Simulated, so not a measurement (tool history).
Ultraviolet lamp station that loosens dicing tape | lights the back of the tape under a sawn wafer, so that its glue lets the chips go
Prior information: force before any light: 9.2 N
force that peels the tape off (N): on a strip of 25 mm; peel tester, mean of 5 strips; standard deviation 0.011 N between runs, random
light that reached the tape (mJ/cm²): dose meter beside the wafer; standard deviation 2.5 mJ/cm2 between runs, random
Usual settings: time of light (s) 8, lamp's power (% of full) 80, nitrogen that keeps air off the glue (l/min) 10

run	hour	time of light (s)	lamp's power (% of full)	nitrogen that keeps air off the glue (l/min)	force that peels the tape off (N)	light that reached the tape (mJ/cm²)
1	0.0	8	80	10	0.693	259
2	12.4	8	80	10	0.720	263
3	31.4	8	80	10	0.698	254
4	40.3	8	80	10	0.734	252
5	53.2	8	90	10	0.578	285
6	72.1	8	90	10	0.546	282
7	82.8	8	90	10	0.564	285
8	96.4	8	80	10	0.779	246
9	110.0	8	80	10	0.745	247
10	127.5	8	80	10	0.777	244
11	142.8	8	80	10	0.802	243
12	160.1	8	80	10	0.796	242
13	173.4	8	80	5	1.241	236
14	181.8	8	80	5	1.237	235
15	198.8	8	80	15	0.682	238
16	217.6	8	80	15	0.721	235
17	233.6	4	70	9	3.244	101
18	244.3	4	70	9	3.198	100
19	255.7	4	70	9	3.294	101
20	273.6	8	88	8	0.859	247
21	290.7	8	94	8	0.755	267
# hour 293.0: window cleaned of glue's vapour
22	310.8	8	94	8	1.024	226
23	330.1	10	80	11	0.793	239
24	348.5	8	80	16	1.034	190
25	359.3	8	80	12	1.164	192
26	376.6	12	71	3	1.483	248
# hour 387.1: window cleaned of glue's vapour, once more
27	395.2	4	93	12	1.667	153
28	407.9	4	75	10	2.488	121
29	418.7	4	75	10	2.444	125
30	433.8	10	70	10	0.558	286
31	445.1	5	76	3	2.968	150
32	464.1	4	79	8	2.607	121

What if the next run were any one of these 4? Each begins from the tool's condition after run 32:
A	478.0	12	75	8	?	?
B	478.0	8	71	3	?	?
C	478.0	6	84	19	?	?
D	478.0	7	79	5	?	?

run	force that peels the tape off (N)	light that reached the tape (mJ/cm²)
A	0.372	357
B	1.783	228
C	0.863	198
D	1.443	217
With no hidden state in the tool, these same runs would have given:
run	force that peels the tape off (N)	light that reached the tape (mJ/cm²)
A	0.270	421
B	1.355	268
C	0.605	234
D	1.064	257

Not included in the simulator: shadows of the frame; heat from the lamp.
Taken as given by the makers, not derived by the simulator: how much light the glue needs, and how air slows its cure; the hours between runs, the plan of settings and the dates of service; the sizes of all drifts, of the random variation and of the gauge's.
